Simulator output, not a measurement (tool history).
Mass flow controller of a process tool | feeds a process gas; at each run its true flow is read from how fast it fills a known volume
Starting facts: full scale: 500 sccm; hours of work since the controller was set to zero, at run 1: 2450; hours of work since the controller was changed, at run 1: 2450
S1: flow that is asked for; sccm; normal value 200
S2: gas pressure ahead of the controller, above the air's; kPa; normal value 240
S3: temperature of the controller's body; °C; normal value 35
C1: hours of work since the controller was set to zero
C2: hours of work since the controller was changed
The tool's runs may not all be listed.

{"run": 1, "hour": 0.0, "S1": 200, "S2": 240, "S3": 35, "C1": 2450, "C2": 2450, "true flow (%)": 97.67}
{"run": 2, "hour": 219.5, "S1": 200, "S2": 240, "S3": 25, "C1": 2584, "C2": 2584, "true flow (%)": 98.17}
{"run": 3, "hour": 458.3, "S1": 83, "S2": 240, "S3": 35, "C1": 2730, "C2": 2730, "true flow (%)": 96.71}
{"run": 4, "hour": 617.9, "S1": 83, "S2": 240, "S3": 35, "C1": 2828, "C2": 2828, "true flow (%)": 96.59}
{"run": 5, "hour": 826.8, "S1": 83, "S2": 240, "S3": 35, "C1": 2956, "C2": 2956, "true flow (%)": 96.58}
{"run": 6, "hour": 1081.5, "S1": 83, "S2": 240, "S3": 32, "C1": 3111, "C2": 3111, "true flow (%)": 96.54}
{"run": 7, "hour": 1301.5, "S1": 83, "S2": 240, "S3": 28, "C1": 3246, "C2": 3246, "true flow (%)": 96.61}
{"run": 8, "hour": 1429.4, "S1": 83, "S2": 240, "S3": 28, "C1": 3324, "C2": 3324, "true flow (%)": 96.43}
{"run": 9, "hour": 1649.1, "S1": 83, "S2": 240, "S3": 28, "C1": 3458, "C2": 3458, "true flow (%)": 96.47}
{"run": 10, "hour": 1832.2, "S1": 83, "S2": 240, "S3": 28, "C1": 3570, "C2": 3570, "true flow (%)": 96.29}
{"run": 11, "hour": 2034.5, "S1": 83, "S2": 240, "S3": 28, "C1": 3694, "C2": 3694, "true flow (%)": 96.26}
{"run": 12, "hour": 2255.8, "S1": 200, "S2": 178, "S3": 35, "C1": 3829, "C2": 3829, "true flow (%)": 96.92}
{"run": 13, "hour": 2434.3, "S1": 200, "S2": 178, "S3": 35, "C1": 3938, "C2": 3938, "true flow (%)": 96.76}
{"run": 14, "hour": 2710.6, "S1": 200, "S2": 240, "S3": 35, "C1": 4107, "C2": 4107, "true flow (%)": 96.87}
{"run": 15, "hour": 2884.0, "S1": 200, "S2": 240, "S3": 35, "C1": 4213, "C2": 4213, "true flow (%)": 97.08}
{"run": 16, "hour": 3120.4, "S1": 218, "S2": 240, "S3": 35, "C1": 4357, "C2": 4357, "true flow (%)": 96.94}
{"run": 17, "hour": 3264.8, "S1": 218, "S2": 240, "S3": 35, "C1": 4446, "C2": 4446, "true flow (%)": 96.92}
{"run": 18, "hour": 3411.3, "S1": 200, "S2": 240, "S3": 35, "C1": 4535, "C2": 4535, "true flow (%)": 96.73}
{"run": 19, "hour": 3551.8, "S1": 200, "S2": 240, "S3": 35, "C1": 4621, "C2": 4621, "true flow (%)": 96.84}
{"run": 20, "hour": 3675.3, "S1": 173, "S2": 206, "S3": 33, "C1": 4697, "C2": 4697, "true flow (%)": 96.46}
{"run": 21, "hour": 3871.8, "S1": 173, "S2": 161, "S3": 33, "C1": 4817, "C2": 4817, "true flow (%)": 96.21}
{"run": 22, "hour": 4030.7, "S1": 264, "S2": 239, "S3": 23, "C1": 4914, "C2": 4914, "true flow (%)": 97.47}
{"run": 23, "hour": 4205.6, "S1": 442, "S2": 140, "S3": 22, "C1": 5021, "C2": 5021, "true flow (%)": 97.62}
{"run": 24, "hour": 4374.0, "S1": 312, "S2": 173, "S3": 21, "C1": 5124, "C2": 5124, "true flow (%)": 97.42}
{"run": 25, "hour": 4562.8, "S1": 312, "S2": 188, "S3": 27, "C1": 5239, "C2": 5239, "true flow (%)": 97.13}
{"run": 26, "hour": 4695.0, "S1": 124, "S2": 280, "S3": 25, "C1": 5320, "C2": 5320, "true flow (%)": 96.25}
{"run": 27, "hour": 4930.3, "S1": 294, "S2": 170, "S3": 23, "C1": 5464, "C2": 5464, "true flow (%)": 96.99}
{"run": 28, "hour": 5075.8, "S1": 247, "S2": 209, "S3": 30, "C1": 5553, "C2": 5553, "true flow (%)": 96.71}
{"run": 29, "hour": 5333.2, "S1": 247, "S2": 209, "S3": 30, "C1": 5710, "C2": 5710, "true flow (%)": 96.43}
{"run": 30, "hour": 5501.3, "S1": 102, "S2": 149, "S3": 35, "C1": 5813, "C2": 5813, "true flow (%)": 94.64}
{"run": 31, "hour": 5721.9, "S1": 102, "S2": 149, "S3": 35, "C1": 5947, "C2": 5947, "true flow (%)": 94.61}
{"run": 32, "hour": 5875.7, "S1": 200, "S2": 152, "S3": 25, "C1": 6041, "C2": 6041, "true flow (%)": 96.24}
{"run": 33, "hour": 6064.0, "S1": 398, "S2": 214, "S3": 29, "C1": 6157, "C2": 6157, "true flow (%)": 97.11}
{"run": 34, "hour": 6228.5, "S1": 131, "S2": 163, "S3": 25, "C1": 6257, "C2": 6257, "true flow (%)": 95.46}
{"hour": 6398.8, "done": "controller's zero set anew"}
{"run": 35, "hour": 6429.9, "S1": 333, "S2": 160, "S3": 37, "C1": 19, "C2": 6380, "true flow (%)": 96.77}
{"run": 36, "hour": 6588.0, "S1": 333, "S2": 160, "S3": 37, "C1": 116, "C2": 6476, "true flow (%)": 96.88}

Each row is a separate what-if for the run after 36, all from the same tool condition, not one after another. Results?
{"run": "A", "hour": 6718.4, "S1": 54, "S2": 199, "S3": 37, "C1": 195, "C2": 6556, "true flow (%)": "?"}
{"run": "B", "hour": 6718.4, "S1": 186, "S2": 240, "S3": 35, "C1": 195, "C2": 6556, "true flow (%)": "?"}
{"run": "C", "hour": 6718.4, "S1": 56, "S2": 160, "S3": 37, "C1": 195, "C2": 6556, "true flow (%)": "?"}
{"run": "D", "hour": 6718.4, "S1": 94, "S2": 160, "S3": 23, "C1": 195, "C2": 6556, "true flow (%)": "?"}
{"run": "E", "hour": 6718.4, "S1": 333, "S2": 151, "S3": 37, "C1": 195, "C2": 6556, "true flow (%)": "?"}

run=A true_flow_(%)=96.28
run=B true_flow_(%)=96.96
run=C true_flow_(%)=95.97
run=D true_flow_(%)=96.92
run=E true_flow_(%)=96.81
Without the tool's unlogged condition, the same runs would have read:
run=A true_flow_(%)=98.72
run=B true_flow_(%)=99.22
run=C true_flow_(%)=98.4
run=D true_flow_(%)=99.26
run=E true_flow_(%)=99.04

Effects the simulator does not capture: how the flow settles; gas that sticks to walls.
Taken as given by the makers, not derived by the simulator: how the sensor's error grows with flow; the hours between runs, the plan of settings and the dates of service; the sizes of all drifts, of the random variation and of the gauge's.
